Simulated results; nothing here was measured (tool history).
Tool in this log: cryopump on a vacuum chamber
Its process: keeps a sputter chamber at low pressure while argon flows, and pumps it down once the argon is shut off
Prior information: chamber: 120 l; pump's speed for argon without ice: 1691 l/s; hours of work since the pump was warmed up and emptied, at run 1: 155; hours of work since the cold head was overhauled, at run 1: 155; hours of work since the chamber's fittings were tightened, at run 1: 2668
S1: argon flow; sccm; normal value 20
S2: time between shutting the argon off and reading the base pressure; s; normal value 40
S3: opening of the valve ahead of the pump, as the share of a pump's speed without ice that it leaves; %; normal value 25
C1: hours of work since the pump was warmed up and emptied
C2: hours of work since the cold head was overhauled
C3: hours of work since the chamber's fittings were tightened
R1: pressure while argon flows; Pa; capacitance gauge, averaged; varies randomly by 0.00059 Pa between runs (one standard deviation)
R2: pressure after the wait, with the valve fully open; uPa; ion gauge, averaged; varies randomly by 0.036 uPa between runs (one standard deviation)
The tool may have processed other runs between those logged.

run,hour,S1,S2,S3,C1,C2,C3,R1,R2
1,0,20,40,25,155,155,2668,0.083,3.9
2,24.6,20,40,25,176,176,2689,0.083,3.79
3,62,20,40,25,208,208,2721,0.0837,3.88
4,109.6,20,40,20,249,249,2762,0.1049,3.95
5,139.7,20,40,20,275,275,2788,0.1051,4.16
6,165.9,20,40,25,297,297,2810,0.0855,4.15
7,191.9,20,210,25,320,320,2833,0.086,2.8
# hour 249.5: pump warmed up, emptied and cooled again
8,251.5,20,184,25,2,367,2880,0.0794,2.31
9,305.7,20,40,22,48,413,2926,0.0923,3.83
10,331.8,20,26,22,71,436,2949,0.0929,4.94
11,369.2,20,49,22,103,468,2981,0.0929,3.59
12,417.4,20,291,25,144,509,3022,0.0834,2.43
13,442.7,20,98,25,166,531,3044,0.0824,3.03
14,484.3,20,40,25,202,567,3080,0.0841,4.24
15,520,20,40,25,232,597,3110,0.0845,4.29
16,550,20,40,25,258,623,3136,0.0855,4.39
17,594.3,20,40,25,296,661,3174,0.086,4.42
18,620,15,179,34,318,683,3196,0.0479,3.13
19,646.3,15,146,34,341,706,3219,0.05,3.28
# hour 680.2: pump warmed up, emptied and cooled again
20,689.2,36,79,46,8,738,3251,0.0786,3.04
21,720.6,36,79,46,35,765,3278,0.0811,3.06
22,755.7,36,79,17,65,795,3308,0.2139,3.25
23,780.1,11,109,19,86,816,3329,0.0595,2.95
24,831.5,11,109,19,130,860,3373,0.0601,3.12
25,864.1,11,109,19,158,888,3401,0.0599,3.14
26,915.1,10,60,56,202,932,3445,0.0199,3.75
27,952.6,36,119,21,234,964,3477,0.1806,3.42
28,1005.1,36,119,21,279,1010,3523,0.1822,3.47
29,1054.9,36,119,21,322,1052,3565,0.1857,3.67
# hour 1109.6: pump warmed up, emptied and cooled again
30,1115.3,36,119,21,5,1100,3613,0.1717,2.98
31,1158.4,36,119,21,42,1137,3650,0.1727,3.06
32,1199.8,10,172,60,78,1172,3685,0.0179,2.87
33,1253.3,20,94,25,123,1218,3731,0.0834,3.23
# hour 1302.3: leaking fittings of the chamber tightened, without venting
34,1304.7,19,34,50,166,1261,2,0.0408,2.36

Below are 4 alternative next runs, each starting from the tool's condition after run 34. Predict each:
A,1353.8,20,281,17,208,1303,44,?,?
B,1353.8,20,35,25,208,1303,44,?,?
C,1353.8,14,35,25,208,1303,44,?,?
D,1353.8,20,31,52,208,1303,44,?,?

run,R1,R2
A,0.1214,0.52
B,0.084,2.36
C,0.0587,2.37
D,0.0427,2.62
Had the tool no hidden state, the same runs would have come out as:
run,R1,R2
A,0.1171,0.43
B,0.0796,2.27
C,0.0556,2.28
D,0.0383,2.53
